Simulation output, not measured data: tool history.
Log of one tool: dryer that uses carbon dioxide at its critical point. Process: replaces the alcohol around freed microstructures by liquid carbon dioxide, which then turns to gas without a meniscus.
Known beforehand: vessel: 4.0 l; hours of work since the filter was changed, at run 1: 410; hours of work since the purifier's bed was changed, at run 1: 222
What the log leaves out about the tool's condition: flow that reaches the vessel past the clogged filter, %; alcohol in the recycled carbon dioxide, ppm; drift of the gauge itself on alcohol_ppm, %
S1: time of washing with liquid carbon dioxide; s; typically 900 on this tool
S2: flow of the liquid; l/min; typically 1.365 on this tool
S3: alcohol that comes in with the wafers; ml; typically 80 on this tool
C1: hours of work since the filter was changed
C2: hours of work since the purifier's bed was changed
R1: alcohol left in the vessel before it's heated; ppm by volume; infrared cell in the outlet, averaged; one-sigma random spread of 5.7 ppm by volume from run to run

run 1 hour=0 | S1=900 S2=1.365 S3=80 | C1=410 C2=222 | R1=404
run 2 hour=14 | S1=900 S2=1.365 S3=80 | C1=421 C2=232 | R1=408
run 3 hour=34.3 | S1=720 S2=1.365 S3=80 | C1=437 C2=248 | R1=874
run 4 hour=47.7 | S1=900 S2=1.365 S3=80 | C1=447 C2=259 | R1=436
run 5 hour=73.2 | S1=900 S2=1.365 S3=70 | C1=467 C2=278 | R1=401
-- hour=80.7 inlet filter changed
run 6 hour=93.7 | S1=900 S2=1.365 S3=93 | C1=10 C2=294 | R1=261
run 7 hour=119.3 | S1=960 S2=1.365 S3=80 | C1=30 C2=313 | R1=195
run 8 hour=133 | S1=960 S2=1.365 S3=80 | C1=41 C2=324 | R1=204
run 9 hour=149.6 | S1=960 S2=1.365 S3=80 | C1=53 C2=337 | R1=198
run 10 hour=173.4 | S1=960 S2=1.365 S3=80 | C1=72 C2=355 | R1=211
run 11 hour=191.1 | S1=900 S2=1.2 S3=80 | C1=86 C2=369 | R1=452
run 12 hour=211.8 | S1=900 S2=1.2 S3=80 | C1=102 C2=385 | R1=460
run 13 hour=233.1 | S1=900 S2=1.2 S3=80 | C1=118 C2=402 | R1=468
run 14 hour=254.9 | S1=1320 S2=1.52 S3=80 | C1=135 C2=419 | R1=89
run 15 hour=280.5 | S1=660 S2=1.365 S3=80 | C1=155 C2=439 | R1=896
run 16 hour=292.6 | S1=660 S2=1.365 S3=80 | C1=165 C2=448 | R1=858
run 17 hour=314.7 | S1=600 S2=1.365 S3=27 | C1=182 C2=465 | R1=450
run 18 hour=340.6 | S1=1140 S2=1.365 S3=29 | C1=202 C2=485 | R1=117
run 19 hour=360.4 | S1=1140 S2=1.365 S3=29 | C1=217 C2=501 | R1=112
run 20 hour=381.4 | S1=1140 S2=1.365 S3=29 | C1=233 C2=517 | R1=128
run 21 hour=395.8 | S1=1140 S2=1.365 S3=29 | C1=245 C2=528 | R1=122
run 22 hour=420 | S1=1140 S2=1.365 S3=29 | C1=263 C2=547 | R1=126
run 23 hour=434.2 | S1=840 S2=1.63 S3=27 | C1=275 C2=558 | R1=159
run 24 hour=445.3 | S1=540 S2=0.95 S3=51 | C1=283 C2=567 | R1=2425
run 25 hour=460.1 | S1=1260 S2=2.07 S3=50 | C1=295 C2=578 | R1=101
run 26 hour=475.7 | S1=1260 S2=2.07 S3=50 | C1=307 C2=590 | R1=102

Alternative continuations, all from the tool just after run 26; predict every row:
run A hour=494.5 | S1=1440 S2=2.26 S3=25 | C1=321 C2=605 | R1=?
run B hour=494.5 | S1=600 S2=2.07 S3=50 | C1=321 C2=605 | R1=?
run C hour=494.5 | S1=600 S2=1.49 S3=80 | C1=321 C2=605 | R1=?
run D hour=494.5 | S1=600 S2=0.99 S3=61 | C1=321 C2=605 | R1=?
run E hour=494.5 | S1=660 S2=2.07 S3=22 | C1=321 C2=605 | R1=?

run=A R1=101
run=B R1=271
run=C R1=1066
run=D R1=2138
run=E R1=149
With no hidden state in the tool, these same runs would have given:
run=A R1=2
run=B R1=99
run=C R1=657
run=D R1=1590
run=E R1=26

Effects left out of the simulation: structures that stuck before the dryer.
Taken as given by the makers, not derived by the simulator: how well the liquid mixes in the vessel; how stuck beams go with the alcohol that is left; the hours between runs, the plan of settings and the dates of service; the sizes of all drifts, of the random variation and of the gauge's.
